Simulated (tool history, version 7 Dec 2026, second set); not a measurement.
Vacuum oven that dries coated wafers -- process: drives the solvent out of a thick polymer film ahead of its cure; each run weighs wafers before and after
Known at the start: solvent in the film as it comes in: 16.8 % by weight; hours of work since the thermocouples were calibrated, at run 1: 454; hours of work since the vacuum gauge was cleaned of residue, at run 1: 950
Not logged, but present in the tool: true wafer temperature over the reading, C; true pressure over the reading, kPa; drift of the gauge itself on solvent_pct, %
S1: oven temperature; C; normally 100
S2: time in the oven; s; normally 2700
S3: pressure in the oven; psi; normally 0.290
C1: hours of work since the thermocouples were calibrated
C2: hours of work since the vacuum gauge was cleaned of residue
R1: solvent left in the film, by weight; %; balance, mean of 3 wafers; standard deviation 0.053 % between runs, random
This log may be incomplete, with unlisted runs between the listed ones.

run,hour,S1,S2,S3,C1,C2,R1
1,0.0,100,2700,0.290,454,950,2.94
2,30.8,100,2700,0.290,473,970,3.03
3,57.8,100,2700,0.316,490,987,3.23
4,92.3,100,2700,0.316,512,1009,3.25
5,114.5,100,2700,0.316,527,1023,3.22
6,144.4,100,2700,0.316,546,1042,3.15
7,167.9,100,2700,0.207,561,1057,2.76
8,204.9,100,2700,0.207,584,1081,2.88
9,230.7,100,2700,0.290,601,1097,3.16
10,258.9,111,2700,0.290,619,1115,1.13
11,286.0,100,2700,0.290,636,1133,3.04
12,317.5,100,2700,0.290,656,1153,3.14
13,332.7,99,2700,0.290,666,1162,3.43
14,369.5,100,2700,0.290,689,1186,3.17
15,393.0,111,4320,0.590,704,1201,1.67
16,429.9,100,2100,0.290,728,1224,4.14
17,458.4,100,2100,0.290,746,1243,4.05
18,493.1,108,3960,0.290,768,1265,1.03
19,515.0,108,3960,0.598,782,1279,1.96
20,532.0,92,3960,0.598,793,1290,5.73
21,563.2,92,3960,0.598,813,1310,5.66
22,589.1,100,3360,0.290,829,1326,2.50
23,615.1,100,3360,0.290,846,1343,2.46
24,645.8,92,2280,0.165,866,1362,6.36
25,665.4,100,2700,0.173,878,1375,2.75
26,697.1,100,2700,0.173,898,1395,2.82
# hour 718.8: vacuum gauge cleaned of residue and calibrated
27,724.0,100,2700,0.173,915,3,2.63
28,760.5,103,1740,0.220,938,27,3.67

What if the next run were any one of these 3? Each begins from the tool's condition after run 28:
# hour 777.1: oven's thermocouples calibrated
A,777.8,103,1740,1.082,0,36,?
# hour 777.1: oven's thermocouples calibrated
B,777.8,104,1440,0.408,0,36,?
# hour 777.1: oven's thermocouples calibrated
C,777.8,92,2040,1.125,0,36,?

run,R1
A,5.92
B,4.40
C,9.70
With no hidden state in the tool, these same runs would have given:
run,R1
A,5.93
B,4.41
C,9.71
